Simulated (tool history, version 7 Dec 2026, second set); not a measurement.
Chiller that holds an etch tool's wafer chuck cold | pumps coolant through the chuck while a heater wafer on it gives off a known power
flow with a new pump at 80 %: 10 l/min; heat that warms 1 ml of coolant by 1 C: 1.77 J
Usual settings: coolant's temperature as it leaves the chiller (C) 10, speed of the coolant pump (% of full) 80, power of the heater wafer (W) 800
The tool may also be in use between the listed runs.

| run | hour | coolant's temperature as it leaves the chiller (C) | speed of the coolant pump (% of full) | power of the heater wafer (W) | chuck's temperature once it has settled (C) | how much warmer the coolant comes back (C) |
|---|---|---|---|---|---|---|
| 1 | 0 | 10 | 80 | 800 | 17.4 | 2.75 |
| 2 | 41.6 | 10 | 80 | 800 | 17.6 | 2.73 |
| 3 | 63.6 | 10 | 80 | 492 | 14.6 | 1.67 |
| 4 | 85 | 10 | 80 | 492 | 14.5 | 1.7 |
| 5 | 126.4 | 10 | 80 | 492 | 14.7 | 1.68 |
| 6 | 170.8 | 10 | 80 | 492 | 14.7 | 1.67 |
| 7 | 207.5 | 10 | 80 | 492 | 14.5 | 1.68 |
| 8 | 252.2 | 10 | 80 | 492 | 14.6 | 1.71 |
| 9 | 293.6 | 15 | 80 | 492 | 19.6 | 1.69 |
| 10 | 339.9 | 10 | 62 | 800 | 19.1 | 3.57 |
| 11 | 376.3 | 10 | 62 | 934 | 20.7 | 4.18 |
| 12 | 424.8 | 6 | 62 | 934 | 16.6 | 4.2 |
| 13 | 456.7 | 6 | 62 | 934 | 16.6 | 4.16 |
| 14 | 494.4 | 6 | 80 | 800 | 13.7 | 2.74 |
| 15 | 524 | 10 | 80 | 827 | 18 | 2.84 |
| 16 | 568.2 | 10 | 77 | 827 | 18.2 | 2.93 |
| 17 | 598.5 | 5 | 64 | 905 | 15 | 3.91 |
| 18 | 646.7 | 12 | 70 | 1100 | 23.5 | 4.34 |

Run 19 comes next. What will it give?
| 19 | 685.7 | 12 | 70 | 1100 | ? | ? |

chuck's temperature once it has settled (C): 23.5
how much warmer the coolant comes back (C): 4.36
Without the tool's hidden state the same run would have given chuck's temperature once it has settled (C) 22.6, how much warmer the coolant comes back (C) 4.3.

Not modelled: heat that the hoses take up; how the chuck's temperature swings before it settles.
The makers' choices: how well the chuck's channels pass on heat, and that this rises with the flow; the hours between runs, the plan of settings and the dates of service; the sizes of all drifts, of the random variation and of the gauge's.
